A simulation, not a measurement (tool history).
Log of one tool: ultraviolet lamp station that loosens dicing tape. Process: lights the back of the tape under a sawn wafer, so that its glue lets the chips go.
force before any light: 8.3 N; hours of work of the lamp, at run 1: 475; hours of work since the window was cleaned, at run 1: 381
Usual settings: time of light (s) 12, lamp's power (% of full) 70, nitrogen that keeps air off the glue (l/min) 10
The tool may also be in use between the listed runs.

| run | hour | time of light (s) | lamp's power (% of full) | nitrogen that keeps air off the glue (l/min) | hours of work of the lamp | hours of work since the window was cleaned | force that peels the tape off (N) | light that reached the tape (mJ/cm²) |
|---|---|---|---|---|---|---|---|---|
| 1 | 0 | 12 | 70 | 10 | 475 | 381 | 0.606 | 447 |
| 2 | 22.4 | 12 | 70 | 6 | 489 | 396 | 1.007 | 442 |
| 3 | 47.3 | 12 | 70 | 6 | 505 | 412 | 1.015 | 444 |
| 4 | 58.3 | 12 | 70 | 6 | 512 | 419 | 0.976 | 448 |
| 5 | 78.4 | 12 | 70 | 6 | 526 | 432 | 0.984 | 445 |
| 6 | 103.3 | 12 | 70 | 6 | 542 | 448 | 0.974 | 451 |
| 7 | 121.5 | 12 | 70 | 6 | 554 | 460 | 1.01 | 447 |
| 8 | 140.4 | 12 | 70 | 6 | 566 | 473 | 1.003 | 444 |
| 9 | 161.7 | 12 | 70 | 10 | 580 | 486 | 0.626 | 444 |
| 10 | 185.1 | 12 | 70 | 10 | 595 | 502 | 0.628 | 448 |
| 11 | 210.5 | 12 | 70 | 10 | 612 | 518 | 0.647 | 447 |
| 12 | 228.2 | 12 | 70 | 10 | 623 | 530 | 0.621 | 449 |
| 13 | 246 | 12 | 65 | 4 | 635 | 541 | 1.536 | 415 |
| 14 | 263.3 | 12 | 65 | 4 | 646 | 553 | 1.552 | 417 |
| 15 | 273.7 | 12 | 65 | 4 | 653 | 559 | 1.58 | 417 |
| 16 | 295.3 | 22 | 90 | 4 | 667 | 573 | 0.255 | 1057 |
| 17 | 317.5 | 12 | 62 | 8 | 681 | 588 | 0.985 | 395 |
| 18 | 331.5 | 12 | 62 | 8 | 690 | 597 | 0.991 | 402 |
| 19 | 343 | 10 | 80 | 10 | 698 | 604 | 0.715 | 425 |
| 20 | 367.3 | 11 | 86 | 9 | 714 | 620 | 0.523 | 505 |
| 21 | 381.7 | 11 | 64 | 9 | 723 | 630 | 0.959 | 377 |
| 22 | 392.2 | 13 | 96 | 11 | 730 | 636 | 0.239 | 662 |

Forecast run 23:
| 23 | 416.4 | 13 | 97 | 9 | 746 | 652 | ? | ? |

Run 23 gave force that peels the tape off (N) 0.282, light that reached the tape (mJ/cm²) 670.
Without the tool's hidden state the same run would have given force that peels the tape off (N) 0.28, light that reached the tape (mJ/cm²) 672.

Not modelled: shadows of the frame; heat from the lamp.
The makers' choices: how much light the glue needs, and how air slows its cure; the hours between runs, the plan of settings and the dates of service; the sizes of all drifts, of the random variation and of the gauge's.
